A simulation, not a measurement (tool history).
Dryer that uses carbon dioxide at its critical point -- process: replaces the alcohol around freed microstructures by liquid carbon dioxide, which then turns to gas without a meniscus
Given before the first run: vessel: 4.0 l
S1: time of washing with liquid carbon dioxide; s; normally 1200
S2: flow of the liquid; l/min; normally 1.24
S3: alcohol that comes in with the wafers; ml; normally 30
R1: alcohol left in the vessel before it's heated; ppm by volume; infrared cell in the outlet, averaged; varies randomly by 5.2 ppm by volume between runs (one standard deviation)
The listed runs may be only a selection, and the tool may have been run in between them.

run,day,S1,S2,S3,R1
1,0.000,1200,1.24,30,125
2,0.788,1200,1.24,30,124
3,1.504,1200,1.24,30,119
4,2.350,1200,1.24,30,122
5,3.162,1200,1.24,30,129
6,4.012,1200,1.24,30,139
7,4.567,1200,1.24,28,124
8,4.975,1200,1.24,106,389
9,5.725,1200,1.24,41,175
10,6.512,1200,1.24,59,234
11,7.375,1200,0.86,30,416
12,8.329,1200,0.86,30,415
13,9.288,1200,1.39,30,102
14,9.954,1200,1.54,30,71
15,10.854,1200,1.54,30,72
16,11.771,1200,1.24,114,436
17,12.746,1200,1.24,114,430
18,13.658,1200,1.52,30,85
19,14.100,1200,1.17,95,473
20,15.062,840,0.87,61,1931
21,15.954,1320,0.87,38,415
22,16.467,780,0.94,23,745
23,17.004,840,0.78,37,1497
24,17.688,1020,1.24,30,255
25,18.379,1020,1.24,30,270

Run 26 comes next. What will it give?
26,19.296,1440,1.63,30,?

R1: 71 ppm by volume
If the tool had no hidden condition, the same run with the same run-to-run variation would have returned R1 19 ppm by volume.
